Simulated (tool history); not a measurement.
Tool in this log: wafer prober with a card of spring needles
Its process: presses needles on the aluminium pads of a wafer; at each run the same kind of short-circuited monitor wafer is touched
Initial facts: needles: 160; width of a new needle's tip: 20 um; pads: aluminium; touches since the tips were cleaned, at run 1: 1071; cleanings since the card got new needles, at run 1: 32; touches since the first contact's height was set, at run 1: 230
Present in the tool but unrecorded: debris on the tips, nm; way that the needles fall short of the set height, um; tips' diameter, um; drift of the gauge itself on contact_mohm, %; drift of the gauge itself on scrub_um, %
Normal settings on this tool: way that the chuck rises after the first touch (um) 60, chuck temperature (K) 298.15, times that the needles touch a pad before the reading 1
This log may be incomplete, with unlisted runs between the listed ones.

run,hour,way that the chuck rises after the first touch (um),chuck temperature (K),times that the needles touch a pad before the reading,touches since the tips were cleaned,cleanings since the card got new needles,touches since the first contact's height was set,resistance of one needle with its contact and lead (mohm),way that a needle slides on the pad (um)
1,0,60,298.15,1,1071,32,230,134,9.29
# hour 14.6: tips cleaned on abrasive film
# hour 40.5: tips cleaned on abrasive film
# hour 65.6: tips cleaned on abrasive film
2,67.1,60,339.15,1,239,35,11125,127,9.14
# hour 87.7: tips cleaned on abrasive film
# hour 112.7: tips cleaned on abrasive film
# hour 135.2: tips cleaned on abrasive film
3,135.2,60,339.15,1,0,38,22190,121,9.07
# hour 156: tips cleaned on abrasive film
# hour 181.6: tips cleaned on abrasive film
# hour 205.4: tips cleaned on abrasive film
4,205.4,60,393.15,1,0,41,33582,133,9.14
# hour 231: tips cleaned on abrasive film
# hour 252.4: tips cleaned on abrasive film
5,252.4,60,393.15,1,0,43,41225,129,9.05
# hour 273.2: tips cleaned on abrasive film
# hour 298.2: tips cleaned on abrasive film
6,310.4,60,393.15,1,1992,45,50646,159,9.03
# hour 320.5: tips cleaned on abrasive film
# hour 346.4: tips cleaned on abrasive film
7,360.4,41,298.15,1,2282,47,58774,197,5.98
# hour 369: tips cleaned on abrasive film
# hour 394.9: tips cleaned on abrasive film
8,401.4,60,298.15,1,1060,49,65435,137,8.92
# hour 417: tips cleaned on abrasive film
# hour 442: tips cleaned on abrasive film
9,452.6,60,298.15,1,1730,51,73742,147,8.85
# hour 463: tips cleaned on abrasive film
# hour 488.4: tips cleaned on abrasive film
10,508.3,60,298.15,1,3250,53,82797,167,8.8
# hour 513.5: tips cleaned on abrasive film
# hour 534.3: tips cleaned on abrasive film
# hour 560.1: tips cleaned on abrasive film
# hour 585.4: tips cleaned on abrasive film
11,602.2,60,298.15,1,2747,57,98061,161,8.79
# hour 607.5: tips cleaned on abrasive film
# hour 632.4: tips cleaned on abrasive film
# hour 657.5: tips cleaned on abrasive film
12,665.9,60,346.15,1,1371,60,108393,151,8.7
# hour 681.5: tips cleaned on abrasive film
# hour 707.4: tips cleaned on abrasive film
# hour 728.6: tips cleaned on abrasive film
13,728.6,60,346.15,1,0,63,118576,129,8.61
# hour 749.4: tips cleaned on abrasive film
# hour 775.3: tips cleaned on abrasive film
# hour 785.9: height of the first contact set anew
# hour 800.5: tips cleaned on abrasive film
14,817.1,60,346.15,1,2718,66,5086,163,9.24

Forecast run 15:
# hour 822.4: tips cleaned on abrasive film
# hour 847.1: tips cleaned on abrasive film
# hour 871.2: tips cleaned on abrasive film
# hour 896.7: tips cleaned on abrasive film
15,904.5,60,346.15,1,1266,70,19267,?,?

{"run 15": {"resistance of one needle with its contact and lead (mohm)": 145, "way that a needle slides on the pad (um)": 9.14}}
With the hidden condition absent and the run-to-run variation left alone, this run would have shown resistance of one needle with its contact and lead (mohm) 117, way that a needle slides on the pad (um) 9.23.

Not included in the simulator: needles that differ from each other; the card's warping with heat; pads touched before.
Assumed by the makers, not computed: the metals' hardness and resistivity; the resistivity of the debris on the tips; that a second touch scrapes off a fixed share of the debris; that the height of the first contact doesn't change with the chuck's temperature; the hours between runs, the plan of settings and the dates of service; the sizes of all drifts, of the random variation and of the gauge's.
